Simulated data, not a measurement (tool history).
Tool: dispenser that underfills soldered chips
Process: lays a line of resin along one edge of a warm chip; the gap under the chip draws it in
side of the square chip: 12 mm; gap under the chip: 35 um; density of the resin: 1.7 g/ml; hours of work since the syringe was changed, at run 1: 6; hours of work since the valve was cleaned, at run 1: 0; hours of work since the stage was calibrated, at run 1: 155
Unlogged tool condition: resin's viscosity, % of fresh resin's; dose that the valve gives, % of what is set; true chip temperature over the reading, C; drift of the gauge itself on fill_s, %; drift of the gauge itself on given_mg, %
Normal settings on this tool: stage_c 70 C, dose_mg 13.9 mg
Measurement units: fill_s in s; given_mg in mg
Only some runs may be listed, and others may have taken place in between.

run,hour,stage_c,dose_mg,hours of work since the syringe was changed,hours of work since the valve was cleaned,hours of work since the stage was calibrated,fill_s,given_mg
1,0,70,13.9,6,0,155,228.1,13.95
# hour 1.1: new syringe of resin
2,5.7,70,13.9,4,4,159,210.4,13.86
# hour 9.1: new syringe of resin
3,13,70,13.9,3,10,165,200.8,13.92
# hour 16.7: new syringe of resin
4,23.4,70,13.9,5,18,173,225.7,13.79
# hour 24.5: new syringe of resin
# hour 32.5: new syringe of resin
5,33.1,70,13.9,0,25,180,175.8,13.79
# hour 40.7: new syringe of resin
6,42.1,70,13.9,1,32,186,184.6,13.7
# hour 48.5: new syringe of resin
7,50,70,13.9,1,38,193,192.2,13.66
# hour 55.3: dispensing valve cleaned and set on the balance
# hour 57.4: new syringe of resin
8,60.1,70,13.9,2,4,199,199.5,13.77
# hour 65.9: new syringe of resin
9,66.3,70,13.3,0,8,204,182.5,13.16
10,71.5,70,13.3,4,12,208,217.6,13.16
# hour 73.8: new syringe of resin
11,77.1,70,13.3,3,16,212,206,13.21
# hour 81.9: new syringe of resin
12,85,70,13.3,2,22,218,202.4,13.06
# hour 89.8: new syringe of resin
13,94.1,70,13.9,3,29,225,214.6,13.67
# hour 97.5: new syringe of resin
14,102.6,70,13.9,4,36,232,215.9,13.53
# hour 105.4: new syringe of resin
15,107.8,70,14.1,2,40,235,194.1,13.78
# hour 110.8: dispensing valve cleaned and set on the balance
# hour 114.7: new syringe of resin
16,118.2,61,17.3,3,6,243,264.2,17.14
# hour 122.5: new syringe of resin
17,124.3,61,17.3,1,10,247,252.6,17.23
# hour 130.9: new syringe of resin
18,133.6,82,12,2,17,254,142.3,11.95
# hour 138.5: new syringe of resin
19,143.7,70,13.7,4,25,262,216.8,13.57
# hour 146.5: new syringe of resin
20,151.3,59,13.9,4,31,268,308.4,13.59
# hour 154.4: new syringe of resin
21,155.8,59,13.9,1,34,271,271.7,13.68
# hour 162.7: new syringe of resin
22,163.9,79,14.6,1,40,277,143.5,14.26
# hour 166.6: dispensing valve cleaned and set on the balance
23,170.7,85,17.7,6,3,282,146.5,17.62
# hour 171.6: new syringe of resin
# hour 179.5: new syringe of resin
24,179.5,81,17,0,10,288,129.9,16.87
# hour 187.2: new syringe of resin
25,188.6,73,16,1,17,295,175,15.96
# hour 195.3: new syringe of resin
26,196.2,61,11.9,1,22,301,255.7,11.72
27,201.2,70,15.2,5,26,305,227,14.99
# hour 202.8: new syringe of resin
28,206.5,70,15.2,3,30,309,202.9,14.87
# hour 211: new syringe of resin
29,211.5,59,13.7,0,34,312,263.1,13.43
# hour 219: new syringe of resin
30,220.5,59,13.7,1,41,319,267.2,13.41

Difference, measured minus no-hidden-state, one row per run. Run-to-run variation is common to both terms; the gauge's own scatter need not be:
run,fill_s,given_mg
1,+57.8,+0.03
2,+38.7,+0.01
3,+30.2,-0.04
4,+54.4,-0.1
5,+7.7,-0.15
6,+14.9,-0.2
7,+19.2,-0.25
8,+27.7,-0.05
9,+10.7,-0.09
10,+48.9,-0.12
11,+33.4,-0.14
12,+28.8,-0.19
13,+42.2,-0.24
14,+43,-0.3
15,+25.5,-0.34
16,+43.1,-0.08
17,+28.6,-0.13
18,+19.4,-0.13
19,+46.1,-0.21
20,+65.7,-0.25
21,+30.2,-0.28
22,+12.2,-0.34
23,+38.6,-0.06
24,+7.5,-0.12
25,+19.9,-0.17
26,+22.1,-0.16
27,+54.2,-0.23
28,+35.5,-0.27
29,+19,-0.27
30,+27,-0.32

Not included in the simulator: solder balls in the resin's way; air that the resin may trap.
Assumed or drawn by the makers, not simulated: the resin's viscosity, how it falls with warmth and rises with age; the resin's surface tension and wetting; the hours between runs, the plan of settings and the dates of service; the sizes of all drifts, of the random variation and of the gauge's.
